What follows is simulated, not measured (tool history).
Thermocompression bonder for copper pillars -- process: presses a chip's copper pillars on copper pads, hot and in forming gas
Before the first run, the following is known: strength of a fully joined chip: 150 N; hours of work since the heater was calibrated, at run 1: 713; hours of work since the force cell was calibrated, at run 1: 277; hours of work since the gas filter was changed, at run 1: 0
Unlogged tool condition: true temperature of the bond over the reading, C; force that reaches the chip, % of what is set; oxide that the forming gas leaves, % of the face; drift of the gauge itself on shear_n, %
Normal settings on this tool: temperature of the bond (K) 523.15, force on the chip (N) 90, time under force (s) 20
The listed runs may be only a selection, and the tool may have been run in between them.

run	hour	temperature of the bond (K)	force on the chip (N)	time under force (s)	hours of work since the heater was calibrated	hours of work since the force cell was calibrated	hours of work since the gas filter was changed	force that shears a chip off (N)
1	0	523.15	90	20	713	277	0	75
2	18	523.15	90	20	722	286	9	75.6
3	46.8	523.15	90	20	736	300	23	74.4
4	67.3	523.15	90	20	745	309	32	75.4
5	86.9	523.15	90	20	755	319	42	73.8
6	113.5	523.15	66	20	768	332	55	63
7	142.5	523.15	66	20	782	346	69	62.4
8	166.1	523.15	130	20	793	357	80	88.7
9	194.8	523.15	130	20	807	371	94	87.6
10	212.9	523.15	130	20	816	380	102	87.8
11	232.1	523.15	134	20	825	389	112	88.5
12	251.7	523.15	134	20	834	398	121	89.4
13	268.6	523.15	90	20	842	406	129	74
14	293.1	523.15	90	38	854	418	141	88.2
15	320.2	523.15	90	37	867	431	154	87.4
16	339.2	523.15	119	37	876	440	163	101.4
17	369.8	523.15	128	20	891	455	178	86.3
18	395.6	523.15	128	20	904	468	190	83.3
19	412.8	523.15	128	20	912	476	199	84.6
20	441.4	523.15	128	20	926	490	213	84.7
# hour 451.2: forming gas filter changed
21	475	523.15	90	27	942	506	11	83.3
22	489.8	523.15	90	27	949	513	19	82.3
23	510	546.15	60	20	958	522	28	76.9
24	528.7	523.15	90	19	967	531	37	73.4
25	557.9	523.15	90	19	981	545	51	73.4

Run 26 is up next; what results do you expect?
26	573.7	510.15	102	12	989	553	59	?

{"run 26": {"force that shears a chip off (N)": 56.6}}
Were there no unlogged condition in the tool, this run, its random variation unchanged, would have produced force that shears a chip off (N) 61.
